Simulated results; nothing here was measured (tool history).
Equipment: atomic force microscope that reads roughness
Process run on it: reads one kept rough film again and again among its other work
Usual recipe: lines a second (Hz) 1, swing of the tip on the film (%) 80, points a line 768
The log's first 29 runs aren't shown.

run    hour  lines a second (Hz)  swing of the tip on the film (%)  points a line  roughness of the kept film (nm (root mean square))
 30   821.8                 2.09                                60            450                                               2.106
      852.2  -- new tip fitted
 31   857.5                 2.14                                65            768                                               2.166
 32   898.4                 2.14                                61            284                                                2.14
 33   939.6                 2.14                                72            382                                               1.997
 34   956.2                 2.46                                80            611                                               1.841
      988.5  -- new tip fitted
 35   997.1                 1.99                                80            719                                               1.986
 36    1023                 1.06                                81            371                                               2.104
 37  1048.5                 1.06                                81            371                                               2.078
 38  1077.8                 1.06                                81            371                                               2.036
 39  1107.4                 0.59                                80            790                                               2.113
     1125.6  -- new tip fitted
 40  1137.3                 1.92                                80            285                                               1.987
 41  1169.3                 2.74                                62            692                                               2.136
 42  1191.8                 2.74                                62            692                                               2.117
 43  1217.3                 2.74                                62            692                                               2.085
 44  1251.6                 0.98                                62            597                                               2.153

3 ways to go on from here, each from the tool as it stands after run 44. What would each give?
     1261.7  -- new tip fitted
  A  1275.2                    1                                89            337                                                   ?
     1261.7  -- new tip fitted
  B  1275.2                 0.98                                56            272                                                   ?
     1261.7  -- new tip fitted
  C  1275.2                 1.54                                82            597                                                   ?

run  roughness of the kept film (nm (root mean square))
  A                                               2.045
  B                                               2.265
  C                                               2.029
Take away the tool's hidden state, keep each run's random variation, and the runs would have read:
run  roughness of the kept film (nm (root mean square))
  A                                               2.051
  B                                               2.271
  C                                               2.034
